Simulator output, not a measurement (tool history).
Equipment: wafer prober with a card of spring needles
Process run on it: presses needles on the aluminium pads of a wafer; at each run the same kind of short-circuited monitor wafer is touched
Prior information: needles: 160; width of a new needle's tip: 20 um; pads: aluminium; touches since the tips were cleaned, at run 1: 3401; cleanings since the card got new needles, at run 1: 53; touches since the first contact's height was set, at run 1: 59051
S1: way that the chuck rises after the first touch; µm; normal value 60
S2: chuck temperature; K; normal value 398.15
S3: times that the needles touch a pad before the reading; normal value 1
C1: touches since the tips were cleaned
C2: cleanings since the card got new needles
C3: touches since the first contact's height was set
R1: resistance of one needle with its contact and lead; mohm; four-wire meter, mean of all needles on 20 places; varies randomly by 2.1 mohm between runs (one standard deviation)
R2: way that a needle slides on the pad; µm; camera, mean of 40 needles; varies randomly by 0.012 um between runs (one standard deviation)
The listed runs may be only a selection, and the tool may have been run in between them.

run	hour	S1	S2	S3	C1	C2	C3	R1	R2
1	0	60	398.15	1	3401	53	59051	314	8.39
# hour 14.4: tips cleaned on abrasive film
# hour 40.1: tips cleaned on abrasive film
2	43.1	60	398.15	1	864	55	71232	273	8.37
# hour 59.5: height of the first contact set anew
# hour 67.4: tips cleaned on abrasive film
# hour 96.8: tips cleaned on abrasive film
3	97.8	60	398.15	1	310	57	10837	258	8.43
# hour 125.5: tips cleaned on abrasive film
# hour 152: tips cleaned on abrasive film
4	154.1	60	398.15	1	588	59	26748	263	8.41
# hour 179.6: tips cleaned on abrasive film
# hour 207.7: tips cleaned on abrasive film
5	211.3	60	398.15	1	1037	61	42940	282	8.39
# hour 236.2: tips cleaned on abrasive film
6	251.7	60	398.15	1	4378	62	54365	332	8.36
# hour 267.2: tips cleaned on abrasive film
7	279.5	42	398.15	1	3496	63	62248	419	5.84
# hour 293.8: tips cleaned on abrasive film
8	317	60	398.15	2	6583	64	72851	303	8.34
# hour 320: tips cleaned on abrasive film
# hour 324: height of the first contact set anew
# hour 350.5: tips cleaned on abrasive film
9	351.5	60	398.15	2	280	66	7775	247	8.44
# hour 375.9: tips cleaned on abrasive film
10	396	60	398.15	3	5689	67	20385	270	8.4
# hour 404.2: tips cleaned on abrasive film
# hour 430.7: tips cleaned on abrasive film
# hour 459.1: tips cleaned on abrasive film
11	459.1	60	398.15	3	0	70	38219	235	8.39
# hour 486.3: tips cleaned on abrasive film
# hour 512.8: tips cleaned on abrasive film
12	518.7	60	360.15	1	1680	72	55089	285	8.39
# hour 539.8: tips cleaned on abrasive film
13	553.7	60	360.15	1	3955	73	65001	323	8.39
# hour 567.8: tips cleaned on abrasive film
# hour 591.3: height of the first contact set anew
# hour 596: tips cleaned on abrasive film
14	599.5	42	398.15	1	1016	75	2300	315	5.9
# hour 624.6: tips cleaned on abrasive film
15	632.1	60	398.15	1	2122	76	11518	300	8.43
# hour 652.4: tips cleaned on abrasive film
16	665	69	326.15	1	3569	77	20829	288	9.7
# hour 679.6: tips cleaned on abrasive film
17	695.8	55	398.15	1	4598	78	29531	352	7.7
# hour 707.6: tips cleaned on abrasive film
# hour 735.6: tips cleaned on abrasive film
18	753.5	55	398.15	1	5082	80	45872	356	7.69
# hour 761.4: tips cleaned on abrasive film
# hour 789.1: tips cleaned on abrasive film
# hour 815.5: tips cleaned on abrasive film
19	817.5	42	398.15	2	567	83	63963	280	5.84
# hour 841.2: tips cleaned on abrasive film
# hour 856.9: height of the first contact set anew
20	856.9	42	398.15	2	4369	84	0	351	5.9
# hour 869: tips cleaned on abrasive film
# hour 896.3: tips cleaned on abrasive film
21	917.6	42	398.15	2	6053	86	17179	366	5.89
# hour 923.5: tips cleaned on abrasive film
# hour 953.8: tips cleaned on abrasive film
22	959.4	41	315.15	1	1577	88	28972	336	5.74
# hour 982.5: tips cleaned on abrasive film
23	992.1	57	398.15	1	2746	89	38246	316	7.99
# hour 1008: tips cleaned on abrasive film
# hour 1037.1: tips cleaned on abrasive film
24	1037.5	46	303.15	1	121	91	51080	236	6.39
# hour 1066.2: tips cleaned on abrasive film
# hour 1093.5: tips cleaned on abrasive film
25	1099.7	60	303.15	1	1763	93	68679	284	8.36
# hour 1119: tips cleaned on abrasive film
# hour 1122.4: height of the first contact set anew
26	1135.6	60	323.15	1	4641	94	3751	334	8.45
# hour 1146.1: tips cleaned on abrasive film
# hour 1174.6: tips cleaned on abrasive film
27	1189.7	57	313.15	1	4272	96	19039	350	7.99
# hour 1204.1: tips cleaned on abrasive film
# hour 1232.9: tips cleaned on abrasive film
28	1237.1	57	356.15	1	1182	98	32441	289	8
# hour 1260.2: tips cleaned on abrasive film
# hour 1286.5: tips cleaned on abrasive film
29	1294.1	60	336.15	1	2172	100	48570	301	8.41
# hour 1313.6: tips cleaned on abrasive film
30	1328.9	60	336.15	1	4359	101	58432	326	8.37

Hidden state at the last listed run before each entry between runs and at the first one after, where it differs:
Between runs 1 and 2: tips cleaned on abrasive film (hour 14.4); tips cleaned on abrasive film (hour 40.1)
  debris on the tips, nm: 137 -> 63.7; way that the needles fall short of the set height, um: 0.38 -> 0.52; tips' diameter, um: 21.05 -> 21.1
  difference, measured minus the result without the unlogged condition, R1: +78 -> +37 mohm; R2: -0.06 -> -0.07 µm
Between runs 2 and 3: height of the first contact set anew (hour 59.5); tips cleaned on abrasive film (hour 67.4); tips cleaned on abrasive film (hour 96.8)
  debris on the tips, nm: 63.7 -> 38.7; way that the needles fall short of the set height, um: 0.52 -> 0.13; tips' diameter, um: 21.1 -> 21.15
  difference, measured minus the result without the unlogged condition, R1: +37 -> +23 mohm; R2: -0.07 -> -0.02 µm
Between runs 3 and 4: tips cleaned on abrasive film (hour 125.5); tips cleaned on abrasive film (hour 152)
  debris on the tips, nm: 38.7 -> 49.2; way that the needles fall short of the set height, um: 0.13 -> 0.23; tips' diameter, um: 21.15 -> 21.18
  difference, measured minus the result without the unlogged condition, R1: +23 -> +28 mohm; R2: -0.02 -> -0.03 µm
Between runs 4 and 5: tips cleaned on abrasive film (hour 179.6); tips cleaned on abrasive film (hour 207.7)
  debris on the tips, nm: 49.2 -> 81.3; way that the needles fall short of the set height, um: 0.23 -> 0.33; tips' diameter, um: 21.18 -> 21.22
  difference, measured minus the result without the unlogged condition, R1: +28 -> +47 mohm; R2: -0.03 -> -0.05 µm
Between runs 5 and 6: tips cleaned on abrasive film (hour 236.2)
  debris on the tips, nm: 81.3 -> 164.5; way that the needles fall short of the set height, um: 0.33 -> 0.39; tips' diameter, um: 21.22 -> 21.24
  difference, measured minus the result without the unlogged condition, R1: +47 -> +96 mohm; R2: -0.05 -> -0.06 µm
Between runs 6 and 7: tips cleaned on abrasive film (hour 267.2)
  debris on the tips, nm: 164.5 -> 155.5; way that the needles fall short of the set height, um: 0.39 -> 0.45; tips' diameter, um: 21.24 -> 21.26
  difference, measured minus the result without the unlogged condition, R1: +96 -> +176 mohm; R2: -0.06 -> -0.06 µm
Between runs 7 and 8: tips cleaned on abrasive film (hour 293.8)
  debris on the tips, nm: 155.5 -> 188.4; way that the needles fall short of the set height, um: 0.45 -> 0.51; tips' diameter, um: 21.26 -> 21.28
  difference, measured minus the result without the unlogged condition, R1: +176 -> +66 mohm; R2: -0.06 -> -0.07 µm
Between runs 8 and 9: tips cleaned on abrasive film (hour 320); height of the first contact set anew (hour 324); tips cleaned on abrasive film (hour 350.5)
  debris on the tips, nm: 188.4 -> 35.7; way that the needles fall short of the set height, um: 0.51 -> 0.05; tips' diameter, um: 21.28 -> 21.32
  difference, measured minus the result without the unlogged condition, R1: +66 -> +13 mohm; R2: -0.07 -> -0.01 µm
Between runs 9 and 10: tips cleaned on abrasive film (hour 375.9)
  debris on the tips, nm: 35.7 -> 179.7; way that the needles fall short of the set height, um: 0.05 -> 0.11; tips' diameter, um: 21.32 -> 21.34
  difference, measured minus the result without the unlogged condition, R1: +13 -> +38 mohm; R2: -0.01 -> -0.02 µm
Between runs 10 and 11: tips cleaned on abrasive film (hour 404.2); tips cleaned on abrasive film (hour 430.7); tips cleaned on abrasive film (hour 459.1)
  debris on the tips, nm: 179.7 -> 10.2; way that the needles fall short of the set height, um: 0.11 -> 0.27; tips' diameter, um: 21.34 -> 21.39
  difference, measured minus the result without the unlogged condition, R1: +38 -> +3 mohm; R2: -0.02 -> -0.03 µm
Between runs 11 and 12: tips cleaned on abrasive film (hour 486.3); tips cleaned on abrasive film (hour 512.8)
  debris on the tips, nm: 10.2 -> 90.8; way that the needles fall short of the set height, um: 0.27 -> 0.36; tips' diameter, um: 21.39 -> 21.42
  difference, measured minus the result without the unlogged condition, R1: +3 -> +58 mohm; R2: -0.03 -> -0.05 µm
Between runs 12 and 13: tips cleaned on abrasive film (hour 539.8)
  debris on the tips, nm: 90.8 -> 157.6; way that the needles fall short of the set height, um: 0.36 -> 0.4; tips' diameter, um: 21.42 -> 21.44
  difference, measured minus the result without the unlogged condition, R1: +58 -> +98 mohm; R2: -0.05 -> -0.06 µm
Between runs 13 and 14: tips cleaned on abrasive film (hour 567.8); height of the first contact set anew (hour 591.3); tips cleaned on abrasive film (hour 596)
  debris on the tips, nm: 157.6 -> 67.4; way that the needles fall short of the set height, um: 0.4 -> 0.06; tips' diameter, um: 21.44 -> 21.48
  difference, measured minus the result without the unlogged condition, R1: +98 -> +76 mohm; R2: -0.06 -> -0.01 µm
Between runs 14 and 15: tips cleaned on abrasive film (hour 624.6)
  debris on the tips, nm: 67.4 -> 116.4; way that the needles fall short of the set height, um: 0.06 -> 0.12; tips' diameter, um: 21.48 -> 21.5
  difference, measured minus the result without the unlogged condition, R1: +76 -> +68 mohm; R2: -0.01 -> -0.02 µm
Between runs 15 and 16: tips cleaned on abrasive film (hour 652.4)
  debris on the tips, nm: 116.4 -> 143.3; way that the needles fall short of the set height, um: 0.12 -> 0.17; tips' diameter, um: 21.5 -> 21.52
  difference, measured minus the result without the unlogged condition, R1: +68 -> +74 mohm; R2: -0.02 -> -0.03 µm
Between runs 16 and 17: tips cleaned on abrasive film (hour 679.6)
  debris on the tips, nm: 143.3 -> 168.1; way that the needles fall short of the set height, um: 0.17 -> 0.22; tips' diameter, um: 21.52 -> 21.53
  difference, measured minus the result without the unlogged condition, R1: +74 -> +116 mohm; R2: -0.03 -> -0.03 µm
Between runs 17 and 18: tips cleaned on abrasive film (hour 707.6); tips cleaned on abrasive film (hour 735.6)
  debris on the tips, nm: 168.1 -> 170.6; way that the needles fall short of the set height, um: 0.22 -> 0.34; tips' diameter, um: 21.53 -> 21.58
  difference, measured minus the result without the unlogged condition, R1: +116 -> +119 mohm; R2: -0.03 -> -0.04 µm
Between runs 18 and 19: tips cleaned on abrasive film (hour 761.4); tips cleaned on abrasive film (hour 789.1); tips cleaned on abrasive film (hour 815.5)
  debris on the tips, nm: 170.6 -> 52.6; way that the needles fall short of the set height, um: 0.34 -> 0.51; tips' diameter, um: 21.58 -> 21.63
  difference, measured minus the result without the unlogged condition, R1: +119 -> +39 mohm; R2: -0.04 -> -0.07 µm
Between runs 19 and 20: tips cleaned on abrasive film (hour 841.2); height of the first contact set anew (hour 856.9)
  debris on the tips, nm: 52.6 -> 163.1; way that the needles fall short of the set height, um: 0.51 -> 0; tips' diameter, um: 21.63 -> 21.65
  difference, measured minus the result without the unlogged condition, R1: +39 -> +112 mohm; R2: -0.07 -> +0 µm
Between runs 20 and 21: tips cleaned on abrasive film (hour 869); tips cleaned on abrasive film (hour 896.3)
  debris on the tips, nm: 163.1 -> 185.5; way that the needles fall short of the set height, um: 0 -> 0.09; tips' diameter, um: 21.65 -> 21.69
  difference, measured minus the result without the unlogged condition, R1: +112 -> +127 mohm; R2: +0 -> -0.01 µm
Between runs 21 and 22: tips cleaned on abrasive film (hour 923.5); tips cleaned on abrasive film (hour 953.8)
  debris on the tips, nm: 185.5 -> 84.7; way that the needles fall short of the set height, um: 0.09 -> 0.2; tips' diameter, um: 21.69 -> 21.73
  difference, measured minus the result without the unlogged condition, R1: +127 -> +116 mohm; R2: -0.01 -> -0.03 µm
Between runs 22 and 23: tips cleaned on abrasive film (hour 982.5)
  debris on the tips, nm: 84.7 -> 125.3; way that the needles fall short of the set height, um: 0.2 -> 0.27; tips' diameter, um: 21.73 -> 21.75
  difference, measured minus the result without the unlogged condition, R1: +116 -> +82 mohm; R2: -0.03 -> -0.04 µm
Between runs 23 and 24: tips cleaned on abrasive film (hour 1008); tips cleaned on abrasive film (hour 1037.1)
  debris on the tips, nm: 125.3 -> 19; way that the needles fall short of the set height, um: 0.27 -> 0.39; tips' diameter, um: 21.75 -> 21.79
  difference, measured minus the result without the unlogged condition, R1: +82 -> +23 mohm; R2: -0.04 -> -0.05 µm
Between runs 24 and 25: tips cleaned on abrasive film (hour 1066.2); tips cleaned on abrasive film (hour 1093.5)
  debris on the tips, nm: 19 -> 108.4; way that the needles fall short of the set height, um: 0.39 -> 0.51; tips' diameter, um: 21.79 -> 21.83
  difference, measured minus the result without the unlogged condition, R1: +23 -> +76 mohm; R2: -0.05 -> -0.07 µm
Between runs 25 and 26: tips cleaned on abrasive film (hour 1119); height of the first contact set anew (hour 1122.4)
  debris on the tips, nm: 108.4 -> 172.8; way that the needles fall short of the set height, um: 0.51 -> 0; tips' diameter, um: 21.83 -> 21.85
  difference, measured minus the result without the unlogged condition, R1: +76 -> +117 mohm; R2: -0.07 -> +0 µm
Between runs 26 and 27: tips cleaned on abrasive film (hour 1146.1); tips cleaned on abrasive film (hour 1174.6)
  debris on the tips, nm: 172.8 -> 170.8; way that the needles fall short of the set height, um: 0 -> 0.09; tips' diameter, um: 21.85 -> 21.89
  difference, measured minus the result without the unlogged condition, R1: +117 -> +132 mohm; R2: +0 -> -0.01 µm
Between runs 27 and 28: tips cleaned on abrasive film (hour 1204.1); tips cleaned on abrasive film (hour 1232.9)
  debris on the tips, nm: 170.8 -> 84.6; way that the needles fall short of the set height, um: 0.09 -> 0.18; tips' diameter, um: 21.89 -> 21.92
  difference, measured minus the result without the unlogged condition, R1: +132 -> +62 mohm; R2: -0.01 -> -0.02 µm
Between runs 28 and 29: tips cleaned on abrasive film (hour 1260.2); tips cleaned on abrasive film (hour 1286.5)
  debris on the tips, nm: 84.6 -> 123.5; way that the needles fall short of the set height, um: 0.18 -> 0.28; tips' diameter, um: 21.92 -> 21.95
  difference, measured minus the result without the unlogged condition, R1: +62 -> +83 mohm; R2: -0.02 -> -0.04 µm
Between runs 29 and 30: tips cleaned on abrasive film (hour 1313.6)
  debris on the tips, nm: 123.5 -> 156.5; way that the needles fall short of the set height, um: 0.28 -> 0.34; tips' diameter, um: 21.95 -> 21.97
  difference, measured minus the result without the unlogged condition, R1: +83 -> +106 mohm; R2: -0.04 -> -0.05 µm
